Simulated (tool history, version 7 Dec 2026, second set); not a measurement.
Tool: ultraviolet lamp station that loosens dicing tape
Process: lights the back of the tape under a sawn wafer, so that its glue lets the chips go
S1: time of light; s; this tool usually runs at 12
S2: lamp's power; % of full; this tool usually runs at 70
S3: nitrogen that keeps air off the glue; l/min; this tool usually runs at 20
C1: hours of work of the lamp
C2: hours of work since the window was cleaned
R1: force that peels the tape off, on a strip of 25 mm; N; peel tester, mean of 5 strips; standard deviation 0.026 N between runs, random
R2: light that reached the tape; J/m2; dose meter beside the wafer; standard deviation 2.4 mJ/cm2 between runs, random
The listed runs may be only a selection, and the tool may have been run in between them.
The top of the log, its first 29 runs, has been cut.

Run 30, hour 1103.2: usual settings but S1 7 s, S3 19 l/min; C1 713; C2 111. Result: R1 2.856 N, R2 1450 J/m2.
Run 31, hour 1150.2: usual settings but S1 22 s, S2 66 % of full, S3 18 l/min; C1 734; C2 132. Result: R1 0.410 N, R2 4360 J/m2.
Run 32, hour 1197.6: usual settings but S1 22 s, S2 66 % of full, S3 18 l/min; C1 755; C2 154. Result: R1 0.422 N, R2 4370 J/m2.
Run 33, hour 1255.4: usual settings but S1 22 s, S2 96 % of full, S3 30 l/min; C1 782; C2 180. Result: R1 0.153 N, R2 6400 J/m2.
Run 34, hour 1297.8: usual settings but S1 21 s, S3 23 l/min; C1 801; C2 199. Result: R1 0.352 N, R2 4460 J/m2.
Run 35, hour 1349.5: usual settings but S1 21 s, S3 23 l/min; C1 824; C2 222. Result: R1 0.342 N, R2 4450 J/m2.
Run 36, hour 1379.2: usual settings but S2 64 % of full, S3 6 l/min; C1 838; C2 236. Result: R1 2.627 N, R2 2330 J/m2.
Run 37, hour 1423.5: usual settings but S2 64 % of full, S3 6 l/min; C1 858; C2 256. Result: R1 2.601 N, R2 2260 J/m2.

Run 38 comes next. What will it give?
Run 38, hour 1476.2: usual settings but S2 89 % of full, S3 11 l/min; C1 881; C2 280. Result: R1 ?, R2 ?.

{"run 38": {"R1": 1.14, "R2": 3230}}
If the tool had no hidden condition, the same run with the same run-to-run variation would have returned R1 1.134 N, R2 3240 J/m2.
